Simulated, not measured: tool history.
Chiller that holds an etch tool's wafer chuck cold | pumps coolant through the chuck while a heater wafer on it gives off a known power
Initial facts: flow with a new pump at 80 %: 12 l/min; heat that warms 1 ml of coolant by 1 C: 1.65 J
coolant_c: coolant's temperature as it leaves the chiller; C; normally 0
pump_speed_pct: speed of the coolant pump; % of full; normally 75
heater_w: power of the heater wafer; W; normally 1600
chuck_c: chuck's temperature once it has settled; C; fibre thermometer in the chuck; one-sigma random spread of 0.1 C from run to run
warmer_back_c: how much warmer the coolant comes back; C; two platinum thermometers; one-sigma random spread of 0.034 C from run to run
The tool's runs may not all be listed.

| run | hour | coolant_c | pump_speed_pct | heater_w | chuck_c | warmer_back_c |
|---|---|---|---|---|---|---|
| 1 | 0 | 0 | 75 | 1600 | 17.3 | 5.23 |
| 2 | 91.2 | 0 | 75 | 1600 | 17.4 | 5.23 |
| 3 | 228.9 | 0 | 75 | 1600 | 17.2 | 5.2 |
| 4 | 334.5 | 0 | 75 | 1600 | 17.5 | 5.31 |
| 5 | 455.2 | -4 | 75 | 1600 | 13.5 | 5.19 |
| 6 | 591.5 | 0 | 75 | 1166 | 12.9 | 3.78 |
| 7 | 696.2 | 0 | 75 | 1166 | 12.8 | 3.83 |
| 8 | 795.6 | 0 | 75 | 1166 | 12.8 | 3.76 |
| 9 | 919.5 | -10 | 75 | 1600 | 7.7 | 5.28 |
| 10 | 979.5 | 0 | 81 | 1600 | 16.9 | 4.84 |
| 11 | 1093 | 0 | 81 | 2144 | 22.6 | 6.54 |
| 12 | 1198.2 | 0 | 81 | 2144 | 22.8 | 6.49 |
| 13 | 1258.8 | 0 | 75 | 1862 | 20.6 | 6.13 |
| 14 | 1387.3 | 0 | 75 | 813 | 9.2 | 2.69 |
| 15 | 1460.6 | 0 | 75 | 1600 | 18 | 5.31 |
| 16 | 1606.6 | 0 | 75 | 1600 | 18.2 | 5.2 |
| 17 | 1673.9 | 0 | 75 | 1376 | 15.6 | 4.53 |
| 18 | 1782.7 | 10 | 97 | 1802 | 27.6 | 4.6 |
| 19 | 1870.1 | -1 | 90 | 1600 | 15.4 | 4.44 |
| 20 | 1976.7 | 10 | 100 | 1661 | 26 | 4.14 |
| 21 | 2120.3 | 7 | 95 | 1050 | 17.6 | 2.73 |
| 22 | 2212.1 | 5 | 90 | 832 | 13.6 | 2.28 |
| 23 | 2287.2 | 5 | 90 | 832 | 13.6 | 2.3 |
| 24 | 2431.1 | 5 | 90 | 832 | 13.6 | 2.32 |
| 25 | 2495.8 | 0 | 86 | 2042 | 21.5 | 5.93 |
| 26 | 2638.6 | 0 | 86 | 2042 | 21.8 | 5.95 |
| 27 | 2785.5 | 0 | 75 | 2282 | 26.4 | 7.62 |
| 28 | 2851.7 | -7 | 74 | 1012 | 4.7 | 3.44 |
| 29 | 2981.1 | 3 | 74 | 1616 | 22.1 | 5.55 |
| 30 | 3042.9 | -5 | 78 | 921 | 5.5 | 3.02 |
| 31 | 3130.3 | -9 | 78 | 921 | 1.6 | 2.97 |

The log once held 1 entry between its listed runs, left out of this copy. Where does each go, and what is different about the tool's unlogged condition between the listed run before it and the listed run after it?
Between runs 13 and 14: chiller's thermometer calibrated (hour 1337)
  heat passed by the chuck's channels, % of clean ones': 93 -> 92.8; flow at a given pump speed, % of a new pump's: 98.3 -> 98.1; coolant's true temperature over the reading, C: -0.14 -> 0.09
  difference, measured minus the result without the unlogged condition, chuck_c: +1.3 -> +0.8 C; warmer_back_c: +0.11 -> +0.05 C
